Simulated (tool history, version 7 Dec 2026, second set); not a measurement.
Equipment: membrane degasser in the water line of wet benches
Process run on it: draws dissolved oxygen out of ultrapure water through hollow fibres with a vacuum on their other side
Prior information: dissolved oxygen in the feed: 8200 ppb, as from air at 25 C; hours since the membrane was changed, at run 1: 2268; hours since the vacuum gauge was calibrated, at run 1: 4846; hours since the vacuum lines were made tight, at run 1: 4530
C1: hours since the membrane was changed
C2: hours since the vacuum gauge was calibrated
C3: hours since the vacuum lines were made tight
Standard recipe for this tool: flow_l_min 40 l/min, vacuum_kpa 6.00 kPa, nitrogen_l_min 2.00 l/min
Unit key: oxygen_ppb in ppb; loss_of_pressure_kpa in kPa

Run 1, hour 0.0: usual settings; C1 2268; C2 4846; C3 4530. Result: oxygen_ppb 181.6 ppb, loss_of_pressure_kpa 54.44 kPa.
Run 2, hour 43.8: usual settings; C1 2312; C2 4889; C3 4574. Result: oxygen_ppb 182.1 ppb, loss_of_pressure_kpa 54.49 kPa.
Run 3, hour 70.5: usual settings; C1 2339; C2 4916; C3 4601. Result: oxygen_ppb 184.8 ppb, loss_of_pressure_kpa 54.49 kPa.
Run 4, hour 120.6: usual settings but flow_l_min 26 l/min; C1 2389; C2 4966; C3 4651. Result: oxygen_ppb 97.9 ppb, loss_of_pressure_kpa 34.99 kPa.
Run 5, hour 156.0: usual settings; C1 2424; C2 5002; C3 4686. Result: oxygen_ppb 185.8 ppb, loss_of_pressure_kpa 54.11 kPa.
Run 6, hour 208.4: usual settings; C1 2477; C2 5054; C3 4739. Result: oxygen_ppb 186.7 ppb, loss_of_pressure_kpa 54.21 kPa.
Run 7, hour 260.3: usual settings; C1 2529; C2 5106; C3 4791. Result: oxygen_ppb 185.0 ppb, loss_of_pressure_kpa 54.49 kPa.
Run 8, hour 301.1: usual settings but flow_l_min 61 l/min; C1 2570; C2 5147; C3 4832. Result: oxygen_ppb 405.5 ppb, loss_of_pressure_kpa 82.57 kPa.
Run 9, hour 339.7: usual settings but flow_l_min 25 l/min; C1 2608; C2 5185; C3 4870. Result: oxygen_ppb 93.7 ppb, loss_of_pressure_kpa 34.06 kPa.
At hour 345.1: vacuum gauge calibrated.
Run 10, hour 396.6: usual settings but flow_l_min 25 l/min; C1 2665; C2 52; C3 4927. Result: oxygen_ppb 96.6 ppb, loss_of_pressure_kpa 34.09 kPa.
Run 11, hour 447.3: usual settings but flow_l_min 30 l/min; C1 2715; C2 102; C3 4977. Result: oxygen_ppb 119.8 ppb, loss_of_pressure_kpa 40.80 kPa.
Run 12, hour 488.7: usual settings but flow_l_min 30 l/min; C1 2757; C2 144; C3 5019. Result: oxygen_ppb 118.6 ppb, loss_of_pressure_kpa 40.85 kPa.
Run 13, hour 518.6: usual settings but flow_l_min 30 l/min, vacuum_kpa 9.78 kPa; C1 2787; C2 174; C3 5049. Result: oxygen_ppb 250.4 ppb, loss_of_pressure_kpa 41.03 kPa.
At hour 531.4: vacuum gauge calibrated, once more.
Run 14, hour 567.2: usual settings but flow_l_min 30 l/min, vacuum_kpa 9.78 kPa; C1 2835; C2 36; C3 5097. Result: oxygen_ppb 236.1 ppb, loss_of_pressure_kpa 40.65 kPa.
Run 15, hour 591.4: usual settings but flow_l_min 30 l/min, vacuum_kpa 9.78 kPa; C1 2859; C2 60; C3 5121. Result: oxygen_ppb 236.6 ppb, loss_of_pressure_kpa 41.02 kPa.
Run 16, hour 643.2: usual settings but flow_l_min 43 l/min; C1 2911; C2 112; C3 5173. Result: oxygen_ppb 201.1 ppb, loss_of_pressure_kpa 58.40 kPa.
Run 17, hour 674.9: usual settings but flow_l_min 43 l/min; C1 2942; C2 144; C3 5204. Result: oxygen_ppb 199.9 ppb, loss_of_pressure_kpa 58.39 kPa.
Run 18, hour 719.9: usual settings but flow_l_min 44 l/min, vacuum_kpa 10.18 kPa, nitrogen_l_min 2.75 l/min; C1 2987; C2 189; C3 5249. Result: oxygen_ppb 324.8 ppb, loss_of_pressure_kpa 59.70 kPa.
Run 19, hour 762.9: usual settings but flow_l_min 44 l/min, vacuum_kpa 10.18 kPa, nitrogen_l_min 2.75 l/min; C1 3030; C2 232; C3 5292. Result: oxygen_ppb 325.6 ppb, loss_of_pressure_kpa 60.09 kPa.
Run 20, hour 817.3: usual settings but flow_l_min 44 l/min, vacuum_kpa 11.61 kPa, nitrogen_l_min 2.50 l/min; C1 3085; C2 286; C3 5347. Result: oxygen_ppb 401.6 ppb, loss_of_pressure_kpa 59.66 kPa.
Run 21, hour 853.1: usual settings but flow_l_min 25 l/min; C1 3121; C2 322; C3 5383. Result: oxygen_ppb 89.4 ppb, loss_of_pressure_kpa 33.85 kPa.
Run 22, hour 876.8: usual settings but flow_l_min 25 l/min; C1 3144; C2 345; C3 5406. Result: oxygen_ppb 87.9 ppb, loss_of_pressure_kpa 34.26 kPa.
Run 23, hour 927.5: usual settings but flow_l_min 38 l/min, vacuum_kpa 6.62 kPa; C1 3195; C2 396; C3 5457. Result: oxygen_ppb 186.2 ppb, loss_of_pressure_kpa 51.97 kPa.
Run 24, hour 975.7: usual settings but flow_l_min 38 l/min, vacuum_kpa 5.41 kPa; C1 3243; C2 444; C3 5505. Result: oxygen_ppb 135.6 ppb, loss_of_pressure_kpa 51.85 kPa.
Run 25, hour 1027.4: usual settings but flow_l_min 38 l/min, vacuum_kpa 5.41 kPa; C1 3295; C2 496; C3 5557. Result: oxygen_ppb 137.6 ppb, loss_of_pressure_kpa 51.86 kPa.
Run 26, hour 1075.8: usual settings but flow_l_min 28 l/min, vacuum_kpa 5.40 kPa, nitrogen_l_min 3.88 l/min; C1 3343; C2 544; C3 5605. Result: oxygen_ppb 48.8 ppb, loss_of_pressure_kpa 38.49 kPa.
Run 27, hour 1132.3: usual settings but flow_l_min 28 l/min, vacuum_kpa 5.40 kPa, nitrogen_l_min 3.88 l/min; C1 3400; C2 601; C3 5662. Result: oxygen_ppb 49.5 ppb, loss_of_pressure_kpa 38.30 kPa.
Run 28, hour 1182.7: usual settings but flow_l_min 60 l/min, vacuum_kpa 7.82 kPa, nitrogen_l_min 2.62 l/min; C1 3450; C2 651; C3 5712. Result: oxygen_ppb 422.2 ppb, loss_of_pressure_kpa 81.61 kPa.
Run 29, hour 1235.8: usual settings but flow_l_min 24 l/min, vacuum_kpa 8.60 kPa, nitrogen_l_min 2.20 l/min; C1 3503; C2 704; C3 5765. Result: oxygen_ppb 141.6 ppb, loss_of_pressure_kpa 32.72 kPa.
Run 30, hour 1265.2: usual settings but flow_l_min 31 l/min, vacuum_kpa 6.77 kPa; C1 3533; C2 734; C3 5795. Result: oxygen_ppb 144.8 ppb, loss_of_pressure_kpa 42.29 kPa.
Run 31, hour 1321.3: usual settings but flow_l_min 37 l/min, vacuum_kpa 10.19 kPa, nitrogen_l_min 1.25 l/min; C1 3589; C2 790; C3 5851. Result: oxygen_ppb 450.3 ppb, loss_of_pressure_kpa 50.52 kPa.

Each row is a separate what-if for the run after 31, all from the same tool condition, not one after another. Results?
Run A, hour 1368.8: usual settings but flow_l_min 41 l/min; C1 3636; C2 837; C3 5898. Result: oxygen_ppb ?, loss_of_pressure_kpa ?.
Run B, hour 1368.8: usual settings but flow_l_min 38 l/min; C1 3636; C2 837; C3 5898. Result: oxygen_ppb ?, loss_of_pressure_kpa ?.
Run C, hour 1368.8: usual settings but flow_l_min 37 l/min, vacuum_kpa 10.19 kPa, nitrogen_l_min 5.59 l/min; C1 3636; C2 837; C3 5898. Result: oxygen_ppb ?, loss_of_pressure_kpa ?.
Run D, hour 1368.8: usual settings but flow_l_min 27 l/min, vacuum_kpa 6.67 kPa, nitrogen_l_min 1.38 l/min; C1 3636; C2 837; C3 5898. Result: oxygen_ppb ?, loss_of_pressure_kpa ?.

run  oxygen_ppb  loss_of_pressure_kpa
  A       184.3                 56.20
  B       162.3                 51.82
  C       149.2                 50.61
  D       159.8                 36.75
What these runs would have given with no unlogged condition in the tool:
run  oxygen_ppb  loss_of_pressure_kpa
  A       176.9                 55.25
  B       155.8                 50.95
  C       143.8                 49.75
  D       155.3                 36.13
